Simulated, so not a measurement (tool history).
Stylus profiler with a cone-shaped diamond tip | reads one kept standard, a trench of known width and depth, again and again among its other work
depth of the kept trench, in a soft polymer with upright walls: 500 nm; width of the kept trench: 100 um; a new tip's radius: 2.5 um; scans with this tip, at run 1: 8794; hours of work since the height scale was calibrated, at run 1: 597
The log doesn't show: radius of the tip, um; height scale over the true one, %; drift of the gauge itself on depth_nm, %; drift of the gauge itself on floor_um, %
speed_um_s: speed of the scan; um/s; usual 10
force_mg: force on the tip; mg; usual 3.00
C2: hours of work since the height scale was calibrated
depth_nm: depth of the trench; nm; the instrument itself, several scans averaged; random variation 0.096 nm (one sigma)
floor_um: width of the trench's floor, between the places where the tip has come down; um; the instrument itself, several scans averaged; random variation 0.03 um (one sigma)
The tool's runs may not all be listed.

Run 1, hour 0.0: usual settings; scans with this tip 8794; C2 597. Result: depth_nm 506.10 nm, floor_um 96.14 um.
Run 2, hour 9.9: usual settings; scans with this tip 8888; C2 603. Result: depth_nm 506.03 nm, floor_um 96.11 um.
Run 3, hour 28.1: usual settings but force_mg 1.07 mg; scans with this tip 9061; C2 615. Result: depth_nm 502.63 nm, floor_um 96.06 um.
Run 4, hour 48.8: usual settings but force_mg 1.07 mg; scans with this tip 9257; C2 628. Result: depth_nm 502.62 nm, floor_um 96.06 um.
Run 5, hour 70.0: usual settings; scans with this tip 9459; C2 642. Result: depth_nm 505.99 nm, floor_um 96.03 um.
Run 6, hour 90.2: usual settings; scans with this tip 9650; C2 655. Result: depth_nm 505.92 nm, floor_um 96.00 um.
Run 7, hour 111.2: usual settings; scans with this tip 9849; C2 668. Result: depth_nm 505.74 nm, floor_um 96.02 um.
Run 8, hour 121.5: usual settings; scans with this tip 9947; C2 675. Result: depth_nm 505.90 nm, floor_um 96.04 um.
Run 9, hour 138.5: usual settings but speed_um_s 5 um/s, force_mg 2.03 mg; scans with this tip 10108; C2 686. Result: depth_nm 504.45 nm, floor_um 95.96 um.
Run 10, hour 151.5: usual settings but speed_um_s 22 um/s, force_mg 1.19 mg; scans with this tip 10231; C2 694. Result: depth_nm 502.62 nm, floor_um 95.87 um.
Run 11, hour 160.3: usual settings but speed_um_s 7 um/s, force_mg 1.78 mg; scans with this tip 10315; C2 700. Result: depth_nm 503.84 nm, floor_um 96.02 um.
Run 12, hour 176.5: usual settings but speed_um_s 7 um/s, force_mg 1.78 mg; scans with this tip 10469; C2 710. Result: depth_nm 503.83 nm, floor_um 95.98 um.
Run 13, hour 197.5: usual settings but speed_um_s 7 um/s, force_mg 1.78 mg; scans with this tip 10668; C2 724. Result: depth_nm 503.80 nm, floor_um 95.98 um.
Run 14, hour 208.0: usual settings but speed_um_s 7 um/s, force_mg 1.78 mg; scans with this tip 10767; C2 731. Result: depth_nm 503.74 nm, floor_um 95.87 um.
Run 15, hour 219.3: usual settings but speed_um_s 22 um/s; scans with this tip 10875; C2 738. Result: depth_nm 505.88 nm, floor_um 95.83 um.

Forecast each of these 5 alternatives for the next run:
Run A, hour 240.4: usual settings but force_mg 2.56 mg; scans with this tip 11075; C2 752. Result: depth_nm ?, floor_um ?.
Run B, hour 240.4: usual settings but speed_um_s 4 um/s, force_mg 4.42 mg; scans with this tip 11075; C2 752. Result: depth_nm ?, floor_um ?.
Run C, hour 240.4: usual settings but speed_um_s 31 um/s, force_mg 6.05 mg; scans with this tip 11075; C2 752. Result: depth_nm ?, floor_um ?.
Run D, hour 240.4: usual settings but speed_um_s 3 um/s, force_mg 1.92 mg; scans with this tip 11075; C2 752. Result: depth_nm ?, floor_um ?.
Run E, hour 240.4: usual settings but speed_um_s 2 um/s, force_mg 1.96 mg; scans with this tip 11075; C2 752. Result: depth_nm ?, floor_um ?.

run  depth_nm  floor_um
  A    505.20     95.92
  B    507.93     95.97
  C    510.06     95.84
  D    504.08     95.99
  E    504.26     95.97
Without the tool's hidden state the same runs would have given:
run  depth_nm  floor_um
  A    506.32     96.95
  B    509.06     96.99
  C    511.20     96.87
  D    505.20     97.01
  E    505.39     96.99
